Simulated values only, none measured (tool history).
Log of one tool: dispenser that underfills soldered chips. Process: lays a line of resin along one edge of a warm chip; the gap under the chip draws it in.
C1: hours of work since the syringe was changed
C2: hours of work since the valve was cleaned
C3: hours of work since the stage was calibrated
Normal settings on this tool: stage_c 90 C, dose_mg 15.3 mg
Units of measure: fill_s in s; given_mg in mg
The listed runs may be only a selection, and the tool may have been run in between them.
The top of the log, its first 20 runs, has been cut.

{"run": 21, "day": 6.142, "stage_c": 82, "dose_mg": 14.4, "C1": 7, "C2": 74, "C3": 383, "fill_s": 87.1, "given_mg": 14.02}
{"day": 6.375, "done": "new syringe of resin"}
{"run": 22, "day": 6.471, "stage_c": 82, "dose_mg": 14.4, "C1": 2, "C2": 80, "C3": 389, "fill_s": 75.1, "given_mg": 13.98}
{"run": 23, "day": 6.812, "stage_c": 82, "dose_mg": 14.4, "C1": 8, "C2": 86, "C3": 395, "fill_s": 91.2, "given_mg": 13.98}
{"day": 6.95, "done": "new syringe of resin"}
{"run": 24, "day": 7.104, "stage_c": 97, "dose_mg": 19.5, "C1": 3, "C2": 92, "C3": 401, "fill_s": 37, "given_mg": 18.8}
{"run": 25, "day": 7.308, "stage_c": 88, "dose_mg": 16.8, "C1": 7, "C2": 96, "C3": 405, "fill_s": 65.1, "given_mg": 16.31}
{"day": 7.529, "done": "new syringe of resin"}
{"run": 26, "day": 7.608, "stage_c": 90, "dose_mg": 13.2, "C1": 1, "C2": 101, "C3": 410, "fill_s": 49.5, "given_mg": 12.69}
{"run": 27, "day": 7.796, "stage_c": 104, "dose_mg": 13.2, "C1": 5, "C2": 105, "C3": 414, "fill_s": 30.2, "given_mg": 12.66}
{"day": 8.104, "done": "new syringe of resin"}
{"run": 28, "day": 8.171, "stage_c": 104, "dose_mg": 13.2, "C1": 1, "C2": 111, "C3": 420, "fill_s": 26.1, "given_mg": 12.68}
{"run": 29, "day": 8.433, "stage_c": 104, "dose_mg": 13.2, "C1": 6, "C2": 116, "C3": 425, "fill_s": 32.2, "given_mg": 12.63}
{"day": 8.688, "done": "new syringe of resin"}
{"run": 30, "day": 8.758, "stage_c": 84, "dose_mg": 17.8, "C1": 1, "C2": 122, "C3": 431, "fill_s": 63.6, "given_mg": 16.96}
{"run": 31, "day": 9.004, "stage_c": 91, "dose_mg": 14.6, "C1": 6, "C2": 127, "C3": 436, "fill_s": 55.9, "given_mg": 13.99}
{"day": 9.267, "done": "new syringe of resin"}
{"run": 32, "day": 9.362, "stage_c": 92, "dose_mg": 14.6, "C1": 2, "C2": 134, "C3": 443, "fill_s": 44.8, "given_mg": 14.03}
{"day": 9.471, "done": "dispensing valve cleaned and set on the balance"}
{"run": 33, "day": 9.571, "stage_c": 99, "dose_mg": 14.3, "C1": 5, "C2": 2, "C3": 446, "fill_s": 36.3, "given_mg": 14.12}
{"day": 9.9, "done": "new syringe of resin"}
{"run": 34, "day": 9.967, "stage_c": 99, "dose_mg": 15.5, "C1": 1, "C2": 9, "C3": 453, "fill_s": 31.1, "given_mg": 15.44}
{"run": 35, "day": 10.146, "stage_c": 84, "dose_mg": 17.2, "C1": 5, "C2": 13, "C3": 456, "fill_s": 71.6, "given_mg": 16.92}

Each row is a separate what-if for the run after 35, all from the same tool condition, not one after another. Results?
{"day": 10.475, "done": "new syringe of resin"}
{"run": "A", "day": 10.517, "stage_c": 90, "dose_mg": 19.5, "C1": 1, "C2": 19, "C3": 463, "fill_s": "?", "given_mg": "?"}
{"day": 10.475, "done": "new syringe of resin"}
{"run": "B", "day": 10.517, "stage_c": 84, "dose_mg": 17.2, "C1": 1, "C2": 19, "C3": 463, "fill_s": "?", "given_mg": "?"}
{"day": 10.475, "done": "new syringe of resin"}
{"run": "C", "day": 10.517, "stage_c": 100, "dose_mg": 17.7, "C1": 1, "C2": 19, "C3": 463, "fill_s": "?", "given_mg": "?"}

run=A fill_s=46.1 given_mg=19.32
run=B fill_s=63.2 given_mg=17.16
run=C fill_s=29.6 given_mg=17.54
With the hidden condition removed and each run's random variation left untouched, the same runs would have given:
run=A fill_s=50.9 given_mg=19.51
run=B fill_s=70.1 given_mg=17.32
run=C fill_s=32.5 given_mg=17.71

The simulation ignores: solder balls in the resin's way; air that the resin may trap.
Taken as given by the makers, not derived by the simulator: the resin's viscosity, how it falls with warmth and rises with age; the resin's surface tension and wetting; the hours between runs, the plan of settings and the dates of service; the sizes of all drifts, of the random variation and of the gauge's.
